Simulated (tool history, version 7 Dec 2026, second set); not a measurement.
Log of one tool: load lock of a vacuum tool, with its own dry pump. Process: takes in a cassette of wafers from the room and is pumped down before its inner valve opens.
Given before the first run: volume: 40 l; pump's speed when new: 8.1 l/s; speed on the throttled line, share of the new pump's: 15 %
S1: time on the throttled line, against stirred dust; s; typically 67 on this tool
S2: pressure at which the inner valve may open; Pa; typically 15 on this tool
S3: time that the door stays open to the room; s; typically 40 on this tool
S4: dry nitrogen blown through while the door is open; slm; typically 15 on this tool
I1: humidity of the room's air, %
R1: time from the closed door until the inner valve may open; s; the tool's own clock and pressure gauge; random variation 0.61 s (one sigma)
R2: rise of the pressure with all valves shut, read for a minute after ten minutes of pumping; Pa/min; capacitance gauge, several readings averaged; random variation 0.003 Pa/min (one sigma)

run     day   S1  S2  S3  S4    I1     R1     R2
  1       0   67  15  40  15  39.3  101.3  0.029
  2    5.15   67  27  40  15  45.8   97.4  0.034
  3   8.521   67  15  40  15    44  101.4  0.036
  4  12.454   67  15  40  15  45.5  101.4  0.035
  5  19.638   67  15  40  15  41.4  100.5  0.033
  6  25.171   67  15  40  15  47.3  100.2  0.031
  7  29.621   67  15  40  15  43.9  101.5  0.037
  8  35.583   62  15  40  14    51   95.7  0.037
  9  41.029   67  18  40  15  47.6   99.5  0.037
 10  48.679   67  18  40  15  44.6  100.6  0.031
 11  52.146   67  20  40  21  46.4    100   0.03
 12   55.85   67  24  40  15  43.6   98.9  0.028
 13  59.683  120  13  37   7  44.6  144.8  0.042
 14   65.65  120  13  37   7  46.4  148.1  0.041

Here are 3 independent what-if runs from the current tool condition. What would each one return?
  A  70.05  120  13  26   7  47.2   ?   ?
  B  70.05  120  27  28   6  43.8   ?   ?
  C  70.05  120  13  37  19  45.3   ?   ?

run     R1     R2
  A  146.2  0.036
  B  140.1  0.039
  C  146.7  0.032
Stripped of hidden state, with their random variation kept, the same runs would have yielded:
run     R1     R2
  A  146.2  0.035
  B  140.1  0.038
  C  146.7  0.031
